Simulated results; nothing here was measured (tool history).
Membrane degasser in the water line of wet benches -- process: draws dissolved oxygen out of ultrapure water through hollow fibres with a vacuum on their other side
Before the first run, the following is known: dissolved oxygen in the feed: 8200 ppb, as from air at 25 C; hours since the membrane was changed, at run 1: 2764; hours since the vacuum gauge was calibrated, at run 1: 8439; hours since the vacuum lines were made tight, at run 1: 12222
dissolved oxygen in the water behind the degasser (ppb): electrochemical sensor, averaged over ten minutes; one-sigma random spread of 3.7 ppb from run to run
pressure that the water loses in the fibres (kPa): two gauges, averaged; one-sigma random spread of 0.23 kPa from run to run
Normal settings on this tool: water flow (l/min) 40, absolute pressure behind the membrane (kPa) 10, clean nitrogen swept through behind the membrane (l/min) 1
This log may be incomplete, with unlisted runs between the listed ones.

run	hour	water flow (l/min)	absolute pressure behind the membrane (kPa)	clean nitrogen swept through behind the membrane (l/min)	hours since the membrane was changed	hours since the vacuum gauge was calibrated	hours since the vacuum lines were made tight	dissolved oxygen in the water behind the degasser (ppb)	pressure that the water loses in the fibres (kPa)
1	0	40	10	1	2764	8439	12222	609.6	59.42
2	77.2	40	8.3	1	2842	8516	12299	479.5	60.06
3	158.8	40	8.3	1	2923	8598	12381	481.9	60.01
4	225	40	8.3	1	2989	8664	12447	483.2	59.57
5	265.1	40	8.3	1	3029	8704	12487	483.5	59.99
# hour 290.9: vacuum gauge calibrated
6	310.7	40	8.3	1	3075	20	12532	482.4	59.38
7	349.3	40	8.3	2.05	3113	58	12571	312.5	59.36
8	403.1	40	8.3	2.05	3167	112	12625	310.8	59.22
9	443.2	56	10	1	3207	152	12665	807.2	82.95
10	524	40	8.5	1	3288	233	12746	497.9	59.22
11	564.8	40	15.1	1	3329	274	12787	946.2	59.45
12	637	40	19.2	1	3401	346	12859	1226.4	58.95
13	685.7	40	19.2	1	3450	395	12907	1210.2	59.56
14	774	40	19.2	1	3538	483	12996	1205.4	59.13
15	825	40	19.2	1.14	3589	534	13047	1107.7	58.71
16	874.4	40	19.2	1.14	3638	583	13096	1114.2	59.06
17	962.9	27	16.7	1.38	3727	672	13185	599	39.95
18	1007.8	26	8.3	1.23	3772	717	13230	275.5	38.18
19	1070.9	26	8.3	1.23	3835	780	13293	275.7	38.11
20	1114.9	26	8.3	1.23	3879	824	13337	275.5	38.55
21	1183.3	26	8.3	2.52	3947	892	13405	169.3	38.24
22	1260.7	48	12.8	1.26	4025	970	13482	800.4	70.33
# hour 1292.6: gauge calibrated
23	1308	30	10	3	4072	1017	13530	216.1	45.17
24	1348.5	28	8.1	0.68	4112	1058	13570	437.5	41.87
25	1415.5	40	23.3	1	4179	1125	13637	1457.8	59.75
# hour 1467.8: seals of the vacuum lines changed
26	1478.6	40	23.3	1	4241	1186	11	1458.7	60.02
27	1554	28	16.9	1	4316	1261	86	795.6	41.89
28	1638.4	25	11.7	0.67	4400	1345	171	643.2	37.05
29	1690.4	25	11.7	0.67	4452	1397	223	641.5	37.39
30	1736.5	48	16.1	0.93	4498	1444	269	1219.5	71.4
31	1824.7	40	8.5	1	4587	1532	357	496.7	59.06
32	1878.9	40	8.5	1	4641	1586	411	499.9	59.09

Alternative continuations, all from the tool just after run 32; predict every row:
A	1930	51	17.9	1.56	4692	1637	462	?	?
B	1930	36	6.6	2.6	4692	1637	462	?	?
C	1930	40	8.5	1.27	4692	1637	462	?	?
D	1930	28	10.9	0.54	4692	1637	462	?	?

run	dissolved oxygen in the water behind the degasser (ppb)	pressure that the water loses in the fibres (kPa)
A	1023.5	75.75
B	186.3	53.68
C	430.9	59.57
D	745.5	41.56
Had the tool no hidden state, the same runs would have come out as:
run	dissolved oxygen in the water behind the degasser (ppb)	pressure that the water loses in the fibres (kPa)
A	1023.2	76.52
B	186.2	54.23
C	430.6	60.17
D	745.2	41.98
